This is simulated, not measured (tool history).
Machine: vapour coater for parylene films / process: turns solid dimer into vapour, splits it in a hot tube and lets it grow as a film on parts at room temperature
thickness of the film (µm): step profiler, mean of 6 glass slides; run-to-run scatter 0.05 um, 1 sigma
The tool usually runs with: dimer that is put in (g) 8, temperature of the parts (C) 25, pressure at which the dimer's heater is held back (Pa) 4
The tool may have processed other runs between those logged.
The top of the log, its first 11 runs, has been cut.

run   hour  dimer that is put in (g)  temperature of the parts (C)  pressure at which the dimer's heater is held back (Pa)  thickness of the film (µm)
 12  127.4                         3                            29                                                       4                        1.83
 13  143.9                         8                            31                                                       4                        4.63
 14  153.4                        13                            25                                                       4                        8.75
 15    170                         8                            25                                                       4                        5.31
 16    186                         8                            25                                                    5.76                        4.96
 17  195.4                         8                            25                                                    5.76                         4.8
     200.5  -- trap's valve overhauled
 18  207.6                         3                            34                                                    8.74                        1.32
 19  219.6                         4                            18                                                       4                        2.91
 20  230.1                         8                            30                                                       4                        4.43
 21    245                         8                            30                                                       4                        4.44
 22  256.3                         7                            25                                                    4.49                        4.27
 23  267.7                         7                            20                                                       4                         4.9
 24  278.3                         7                            20                                                       4                        4.78
 25  287.2                         9                            17                                                    2.95                        7.21
 26  300.5                         8                            25                                                    6.09                        4.62
     310.3  -- trap's valve overhauled, once more
 27  320.6                         8                            30                                                    7.15                        4.51
 28  329.4                         6                            34                                                       7                        3.11
 29    341                         4                            25                                                    6.71                        2.53
 30  351.4                         7                            29                                                    6.71                        3.97
 31  358.8                         5                            36                                                       4                        2.79
 32  374.4                         4                            25                                                       4                        2.87

Each row is a separate what-if for the run after 32, all from the same tool condition, not one after another. Results?
  A  392.2                         4                            32                                                    4.62                           ?
  B  392.2                         5                            17                                                   10.91                           ?
  C  392.2                         5                            25                                                       4                           ?
  D  392.2                        10                            27                                                    5.22                           ?
  E  392.2                         9                            25                                                       4                           ?

run  thickness of the film (µm)
  A                        2.34
  B                        3.33
  C                        3.51
  D                        6.41
  E                        6.39
With no hidden state in the tool, these same runs would have given:
run  thickness of the film (µm)
  A                         2.4
  B                        3.42
  C                        3.61
  D                        6.58
  E                        6.55
